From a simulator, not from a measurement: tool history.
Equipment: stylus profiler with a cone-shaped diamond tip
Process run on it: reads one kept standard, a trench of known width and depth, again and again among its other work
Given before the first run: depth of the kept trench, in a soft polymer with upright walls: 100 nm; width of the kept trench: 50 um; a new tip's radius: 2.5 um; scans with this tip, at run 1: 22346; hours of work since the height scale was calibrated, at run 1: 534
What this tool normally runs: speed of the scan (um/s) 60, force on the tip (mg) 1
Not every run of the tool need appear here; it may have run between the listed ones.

| run | hour | speed of the scan (um/s) | force on the tip (mg) | scans with this tip | hours of work since the height scale was calibrated | depth of the trench (angstrom) | width of the trench's floor (um) |
|---|---|---|---|---|---|---|---|
| 1 | 0 | 60 | 1 | 22346 | 534 | 1010.3 | 47.36 |
| 2 | 124.2 | 60 | 1 | 23630 | 620 | 1010.8 | 47.29 |
| 3 | 222.3 | 60 | 1 | 24645 | 687 | 1011 | 47.25 |
| 4 | 343.3 | 60 | 1 | 25896 | 771 | 1011.2 | 47.25 |
| 5 | 418.9 | 60 | 1 | 26677 | 823 | 1011.6 | 47.19 |
| 6 | 480 | 60 | 1 | 27309 | 865 | 1011.6 | 47.19 |
|  | 572.4 | height scale calibrated on a step standard |
| 7 | 584.4 | 60 | 1 | 28383 | 8 | 1008.8 | 47.22 |
| 8 | 678.5 | 60 | 1 | 29356 | 73 | 1009.1 | 47.15 |
| 9 | 741.9 | 48 | 1 | 30011 | 117 | 1009.2 | 47.22 |
| 10 | 826.7 | 60 | 1 | 30889 | 176 | 1009.7 | 47.07 |
| 11 | 897.5 | 60 | 1 | 31621 | 225 | 1009.4 | 47.06 |
| 12 | 1010.5 | 22 | 1 | 32788 | 303 | 1010.1 | 47.31 |
| 13 | 1139.1 | 22 | 1 | 34118 | 392 | 1009.9 | 47.27 |
| 14 | 1224.1 | 170 | 1 | 34997 | 450 | 1010.4 | 46.29 |
|  | 1305.9 | new tip fitted, height scale calibrated |
| 15 | 1329.8 | 84 | 0.8 | 247 | 16 | 1007.5 | 47.9 |
| 16 | 1403.6 | 89 | 0.71 | 1010 | 68 | 1007.1 | 47.87 |
| 17 | 1511.8 | 30 | 2.09 | 2129 | 142 | 1014.8 | 48.32 |
| 18 | 1575 | 16 | 0.34 | 2783 | 186 | 1004.9 | 48.3 |
| 19 | 1667.6 | 17 | 2.45 | 3740 | 250 | 1016.7 | 48.36 |
| 20 | 1765.2 | 28 | 2.45 | 4749 | 317 | 1016.8 | 48.28 |
| 21 | 1847.2 | 137 | 1.27 | 5597 | 374 | 1011.5 | 47.5 |
| 22 | 1932.7 | 15 | 1.89 | 6480 | 433 | 1014.4 | 48.22 |
| 23 | 2026.9 | 15 | 1.89 | 7455 | 498 | 1014.7 | 48.2 |
| 24 | 2130.5 | 15 | 1.89 | 8525 | 570 | 1015.7 | 48.16 |
| 25 | 2202.1 | 55 | 1 | 9265 | 619 | 1011.1 | 47.83 |
| 26 | 2302.7 | 62 | 1 | 10306 | 689 | 1011.1 | 47.78 |
| 27 | 2380.6 | 144 | 0.46 | 11111 | 743 | 1007.3 | 46.67 |
| 28 | 2508.2 | 55 | 0.46 | 12431 | 831 | 1007.9 | 47.47 |

Forecast each of these 5 alternatives for the next run:
| A | 2600.4 | 24 | 0.52 | 13384 | 895 | ? | ? |
| B | 2600.4 | 68 | 0.46 | 13384 | 895 | ? | ? |
| C | 2600.4 | 44 | 0.93 | 13384 | 895 | ? | ? |
| D | 2600.4 | 41 | 0.59 | 13384 | 895 | ? | ? |
| E | 2600.4 | 24 | 1.31 | 13384 | 895 | ? | ? |

| run | depth of the trench (angstrom) | width of the trench's floor (um) |
|---|---|---|
| A | 1008 | 47.89 |
| B | 1008.4 | 47.39 |
| C | 1011.3 | 47.77 |
| D | 1008.9 | 47.72 |
| E | 1013.3 | 47.95 |
Without the tool's unlogged condition, the same runs would have read:
| run | depth of the trench (angstrom) | width of the trench's floor (um) |
|---|---|---|
| A | 1005.2 | 48.43 |
| B | 1005.6 | 47.93 |
| C | 1008.5 | 48.31 |
| D | 1006.2 | 48.26 |
| E | 1010.5 | 48.49 |

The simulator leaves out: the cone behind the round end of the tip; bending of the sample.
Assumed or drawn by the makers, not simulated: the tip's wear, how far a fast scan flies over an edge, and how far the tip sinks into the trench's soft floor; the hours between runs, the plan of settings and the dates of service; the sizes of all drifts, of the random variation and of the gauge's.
